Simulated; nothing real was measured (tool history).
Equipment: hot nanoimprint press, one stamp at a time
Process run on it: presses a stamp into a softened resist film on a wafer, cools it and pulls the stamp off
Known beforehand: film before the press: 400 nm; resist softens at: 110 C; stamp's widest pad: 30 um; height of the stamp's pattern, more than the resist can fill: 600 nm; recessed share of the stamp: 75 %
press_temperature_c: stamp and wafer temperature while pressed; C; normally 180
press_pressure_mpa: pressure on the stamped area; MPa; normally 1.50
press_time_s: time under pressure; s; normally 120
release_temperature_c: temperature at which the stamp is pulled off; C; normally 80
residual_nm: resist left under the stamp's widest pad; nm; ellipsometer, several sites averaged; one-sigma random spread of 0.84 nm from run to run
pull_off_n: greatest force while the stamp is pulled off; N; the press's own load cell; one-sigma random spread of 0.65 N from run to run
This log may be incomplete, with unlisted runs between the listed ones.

run   hour  press_temperature_c  press_pressure_mpa  press_time_s  release_temperature_c  residual_nm  pull_off_n
  1    0.0                  180                1.50           120                     80        153.8       151.6
  2    8.6                  180                1.50           120                     80        153.7       151.5
  3   25.7                  180                1.50           120                     80        154.5       151.4
  4   41.2                  180                1.50           120                     80        155.4       141.5
  5   56.8                  180                1.50           120                     80        156.0       142.9
  6   65.0                  180                1.50           120                     66        157.2       176.1
  7   83.4                  180                1.50           120                     66        156.1       178.8
  8   99.5                  180                1.50           120                     80        156.1       145.9
  9  117.1                  180                1.50           120                     80        158.7       147.8
 10  125.3                  180                1.50           120                     75        157.8       159.6
 11  137.1                  180                2.30           210                     80        101.8       147.3
 12  146.2                  186                1.15           180                     77        106.7       156.1
 13  159.1                  186                1.15           180                     75        104.9       162.1
 14  168.0                  180                2.00           113                     79        142.1       153.0
 15  184.3                  182                1.71           120                     80        134.1       151.8
 16  199.0                  180                1.61           120                     80        154.3       150.5
 17  209.5                  172                1.96           120                     70        227.5       177.8
 18  235.8                  180                1.78           120                     70        150.6       166.2
 19  253.4                  186                1.50            65                     80        145.3       144.9

Put back what was entered between runs (2 entries, withheld): which listed runs does each sit between, and how does the hidden state differ from the listed run before to the listed run after?
Logged between run 3 and run 4: stamp cleaned and given a new release coat (hour 41.0)
  true temperature over the reading, C: -1.19 -> -1.22; pressure that arrives at the usual setting, %: 98.33 -> 98.3; grip of the stamp's worn release coat, % over a new coat's: 7.4 -> 0
  measured minus no-state result, residual_nm: +11.9 -> +12.2 nm; pull_off_n: +13.3 -> +2.9 N
Logged between run 17 and run 18: stamp cleaned and given a new release coat (hour 230.7)
  true temperature over the reading, C: -1.72 -> -1.78; pressure that arrives at the usual setting, %: 97.73 -> 97.66; grip of the stamp's worn release coat, % over a new coat's: 7.1 -> 0.2
  measured minus no-state result, residual_nm: +23.6 -> +17.3 nm; pull_off_n: +15.9 -> +4.5 N
